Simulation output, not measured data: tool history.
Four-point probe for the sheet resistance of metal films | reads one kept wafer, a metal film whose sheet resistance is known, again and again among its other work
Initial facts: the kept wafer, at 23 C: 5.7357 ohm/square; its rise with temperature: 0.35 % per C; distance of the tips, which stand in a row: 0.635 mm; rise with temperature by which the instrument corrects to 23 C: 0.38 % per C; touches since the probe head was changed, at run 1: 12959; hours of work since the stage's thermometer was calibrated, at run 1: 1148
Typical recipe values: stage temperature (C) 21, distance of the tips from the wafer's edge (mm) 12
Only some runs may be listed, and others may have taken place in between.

run,hour,stage temperature (C),distance of the tips from the wafer's edge (mm),touches since the probe head was changed,hours of work since the stage's thermometer was calibrated,sheet resistance as the instrument gives it (ohm/square)
1,0,21,12,12959,1148,5.750091
2,15.4,21,12,13236,1157,5.749799
3,25.8,21,12,13425,1163,5.750702
4,44.2,21,12,13755,1173,5.750147
5,61.8,21,12,14073,1184,5.751891
6,73.5,21,12,14283,1190,5.75074
7,88.8,21,15,14559,1199,5.747842
8,106.7,20,12,14882,1210,5.751187
9,123,20,12,15175,1219,5.753242
10,134.4,20,12,15381,1226,5.754903
11,143.7,20,12,15549,1231,5.754187
12,161,20,12,15859,1241,5.752442
13,172.3,18,12,16064,1248,5.756781
14,191.5,18,12,16409,1259,5.757805
15,207.5,21,12,16697,1268,5.752025
16,215.5,21,12,16842,1272,5.754354
17,233,21,38,17157,1283,5.745757
18,251.2,33,12,17484,1293,5.736317
19,270.1,25,12,17825,1304,5.748592
20,278.1,21,12,17970,1309,5.754272
21,290.6,20,12,18196,1316,5.754517
22,299.5,20,12,18356,1321,5.753712
23,312.7,34,41,18593,1329,5.726767
24,331.2,29,46,18926,1339,5.735424
25,348,29,46,19230,1349,5.734793
26,362.7,29,46,19494,1358,5.732672
# hour 364.5: stage's thermometer calibrated
27,376.1,29,46,19726,7,5.736891
28,392.3,29,46,20018,16,5.735244
# hour 394.5: stage's thermometer calibrated, once more
29,405.9,29,46,20254,7,5.733233
30,417.3,23,65,20460,13,5.741717
31,425.1,25,10,20601,18,5.750334
32,437,23,71,20814,25,5.741556
33,446.9,20,26,20994,30,5.747216
34,458.5,20,26,21202,37,5.746081
35,466.3,19,17,21342,42,5.751
36,475.3,30,12,21505,47,5.7385
37,492.3,24,34,21811,57,5.740353
38,501.3,34,5,21974,62,5.77434
39,513.5,34,5,22194,69,5.775778
40,522.2,34,5,22350,74,5.775053
41,534.1,24,4,22565,81,5.818879
42,542.5,34,9,22715,86,5.742762
43,553.8,34,6,22920,92,5.759691
44,566.8,34,6,23154,100,5.760134

Same runs, no hidden state in the tool, same run-to-run variation:
The hidden state here: inner tips' distance over the nominal, %; tips' flats over new ones', %; wafer's true temperature over the reading, C; drift of the gauge itself on sheet_ohm, %.
run,sheet resistance as the instrument gives it (ohm/square)
1,5.746729
2,5.74629
3,5.747078
4,5.746334
5,5.747891
6,5.746619
7,5.743555
8,5.746689
9,5.748569
10,5.750109
11,5.749299
12,5.747382
13,5.751582
14,5.752407
15,5.746479
16,5.748709
17,5.739926
18,5.730422
19,5.742405
20,5.747954
21,5.748052
22,5.747145
23,5.720237
24,5.72864
25,5.727829
26,5.72556
27,5.7286
28,5.726789
29,5.728712
30,5.737064
31,5.745592
32,5.736688
33,5.742231
34,5.740978
35,5.745821
36,5.733248
37,5.734923
38,5.768794
39,5.770104
40,5.769292
41,5.812933
42,5.736809
43,5.753606
44,5.753901
